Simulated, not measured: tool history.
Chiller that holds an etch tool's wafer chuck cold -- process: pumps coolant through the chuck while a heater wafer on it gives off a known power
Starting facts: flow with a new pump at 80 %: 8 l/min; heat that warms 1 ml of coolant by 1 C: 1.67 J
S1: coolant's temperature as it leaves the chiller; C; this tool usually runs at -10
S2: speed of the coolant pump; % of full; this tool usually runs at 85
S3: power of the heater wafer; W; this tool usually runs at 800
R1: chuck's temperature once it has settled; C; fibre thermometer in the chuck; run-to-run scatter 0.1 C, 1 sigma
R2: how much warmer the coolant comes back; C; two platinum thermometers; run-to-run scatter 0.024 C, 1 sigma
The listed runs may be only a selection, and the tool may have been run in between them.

| run | hour | S1 | S2 | S3 | R1 | R2 |
|---|---|---|---|---|---|---|
| 1 | 0.0 | -10 | 85 | 800 | -2.1 | 3.41 |
| 2 | 72.1 | -10 | 85 | 800 | -2.3 | 3.41 |
| 3 | 157.2 | -10 | 85 | 800 | -2.2 | 3.47 |
| 4 | 241.3 | -10 | 85 | 414 | -5.8 | 1.88 |
| 5 | 315.7 | -10 | 85 | 414 | -5.9 | 1.93 |
| 6 | 380.9 | -10 | 85 | 414 | -5.9 | 1.96 |
| 7 | 420.7 | -10 | 85 | 720 | -2.7 | 3.29 |
| 8 | 486.1 | -18 | 63 | 523 | -11.7 | 3.31 |
| 9 | 522.4 | -10 | 85 | 503 | -4.9 | 2.43 |
| 10 | 607.1 | -10 | 81 | 1174 | 1.7 | 5.58 |
| 11 | 681.9 | -10 | 86 | 570 | -4.6 | 2.80 |
| 12 | 725.4 | -13 | 77 | 570 | -7.1 | 3.07 |
|  | 751.0 | gauge calibrated |
| 13 | 793.4 | -13 | 77 | 570 | -7.0 | 2.66 |

Here are 4 independent what-if runs from the current tool condition. What would each one return?
| A | 868.4 | -1 | 96 | 772 | ? | ? |
| B | 868.4 | -10 | 94 | 800 | ? | ? |
| C | 868.4 | -15 | 86 | 826 | ? | ? |
| D | 868.4 | -13 | 67 | 749 | ? | ? |

| run | R1 | R2 |
|---|---|---|
| A | 6.0 | 2.93 |
| B | -2.7 | 3.13 |
| C | -6.9 | 3.50 |
| D | -4.4 | 4.14 |
Without the tool's unlogged condition, the same runs would have read:
| run | R1 | R2 |
|---|---|---|
| A | 6.0 | 2.86 |
| B | -2.7 | 3.05 |
| C | -7.0 | 3.43 |
| D | -4.5 | 4.07 |
